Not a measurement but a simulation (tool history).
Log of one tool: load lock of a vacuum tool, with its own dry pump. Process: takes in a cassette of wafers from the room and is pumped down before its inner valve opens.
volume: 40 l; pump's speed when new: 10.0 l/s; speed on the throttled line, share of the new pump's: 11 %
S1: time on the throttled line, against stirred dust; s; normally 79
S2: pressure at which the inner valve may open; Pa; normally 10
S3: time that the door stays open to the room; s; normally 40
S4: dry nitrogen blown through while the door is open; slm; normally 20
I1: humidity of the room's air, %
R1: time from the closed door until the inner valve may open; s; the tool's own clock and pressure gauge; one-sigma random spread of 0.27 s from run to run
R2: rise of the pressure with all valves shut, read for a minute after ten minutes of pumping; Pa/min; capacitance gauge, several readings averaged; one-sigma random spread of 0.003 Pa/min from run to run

{"run": 1, "hour": 0.0, "S1": 79, "S2": 10, "S3": 40, "S4": 20, "I1": 43.2, "R1": 108.6, "R2": 0.035}
{"run": 2, "hour": 112.7, "S1": 79, "S2": 10, "S3": 162, "S4": 20, "I1": 43.8, "R1": 108.5, "R2": 0.057}
{"run": 3, "hour": 285.7, "S1": 79, "S2": 10, "S3": 162, "S4": 20, "I1": 43.7, "R1": 108.8, "R2": 0.068}
{"run": 4, "hour": 383.8, "S1": 79, "S2": 10, "S3": 40, "S4": 20, "I1": 48.2, "R1": 108.6, "R2": 0.038}
{"run": 5, "hour": 504.1, "S1": 79, "S2": 10, "S3": 40, "S4": 20, "I1": 41, "R1": 108.3, "R2": 0.042}
{"run": 6, "hour": 648.9, "S1": 79, "S2": 10, "S3": 40, "S4": 20, "I1": 44.9, "R1": 108.4, "R2": 0.035}
{"run": 7, "hour": 806.5, "S1": 79, "S2": 10, "S3": 40, "S4": 20, "I1": 42.5, "R1": 108.5, "R2": 0.041}
{"run": 8, "hour": 953.1, "S1": 79, "S2": 10, "S3": 40, "S4": 20, "I1": 44, "R1": 108.6, "R2": 0.047}
{"run": 9, "hour": 1051.8, "S1": 79, "S2": 10, "S3": 40, "S4": 20, "I1": 42.3, "R1": 108.8, "R2": 0.044}
{"run": 10, "hour": 1147.8, "S1": 79, "S2": 10, "S3": 40, "S4": 20, "I1": 45.1, "R1": 108.6, "R2": 0.048}
{"run": 11, "hour": 1283.6, "S1": 79, "S2": 10, "S3": 40, "S4": 20, "I1": 44.9, "R1": 108.7, "R2": 0.047}
{"run": 12, "hour": 1394.5, "S1": 57, "S2": 10, "S3": 40, "S4": 20, "I1": 43.3, "R1": 89.6, "R2": 0.054}
{"run": 13, "hour": 1550.3, "S1": 57, "S2": 10, "S3": 40, "S4": 20, "I1": 43.8, "R1": 89.7, "R2": 0.06}
{"run": 14, "hour": 1659.6, "S1": 47, "S2": 13, "S3": 127, "S4": 20, "I1": 46.4, "R1": 79.3, "R2": 0.085}
{"run": 15, "hour": 1823.4, "S1": 79, "S2": 10, "S3": 31, "S4": 13, "I1": 45.3, "R1": 109.3, "R2": 0.067}
{"run": 16, "hour": 1966.8, "S1": 56, "S2": 13, "S3": 106, "S4": 12, "I1": 46.3, "R1": 87.6, "R2": 0.105}
{"run": 17, "hour": 2088.5, "S1": 56, "S2": 13, "S3": 190, "S4": 21, "I1": 47.1, "R1": 87.7, "R2": 0.11}
{"run": 18, "hour": 2262.9, "S1": 53, "S2": 8, "S3": 66, "S4": 21, "I1": 41.2, "R1": 87.3, "R2": 0.09}
{"run": 19, "hour": 2355.6, "S1": 53, "S2": 8, "S3": 68, "S4": 11, "I1": 46.8, "R1": 87.1, "R2": 0.105}
{"run": 20, "hour": 2451.9, "S1": 101, "S2": 7, "S3": 127, "S4": 4, "I1": 48.5, "R1": 130.2, "R2": 0.148}
{"run": 21, "hour": 2542.6, "S1": 101, "S2": 7, "S3": 127, "S4": 4, "I1": 45.7, "R1": 130.3, "R2": 0.141}
{"run": 22, "hour": 2700.9, "S1": 75, "S2": 9, "S3": 28, "S4": 20, "I1": 45.6, "R1": 106.2, "R2": 0.095}
{"run": 23, "hour": 2876.5, "S1": 75, "S2": 9, "S3": 28, "S4": 20, "I1": 44.9, "R1": 106.1, "R2": 0.102}

A few steps of R1 between consecutive runs. Split each: what settings, incoming material and random variation would produce without the hidden state, and what is left over for the hidden state, along with gauge scatter present in only one of the two compared results (measured, and without hidden state):
What the log doesn't record here: pump's speed, % of a new pump's; leak at the door's seal, Pa l/s; drift of the gauge itself on ready_s, %; drift of the gauge itself on rise_pa_min, %.
Run 11 -> 12: S1 79 -> 57. R1 -19.1 s: hidden state +0.3, all else -19.4.
Run 14 -> 15: S1 47 -> 79, S2 13 -> 10, S3 127 -> 31, S4 20 -> 13. R1 +30 s: hidden state -0.1, all else +30.1.
Run 19 -> 20: S1 53 -> 101, S2 8 -> 7, S3 68 -> 127, S4 11 -> 4. R1 +43.1 s: hidden state -0.3, all else +43.4.
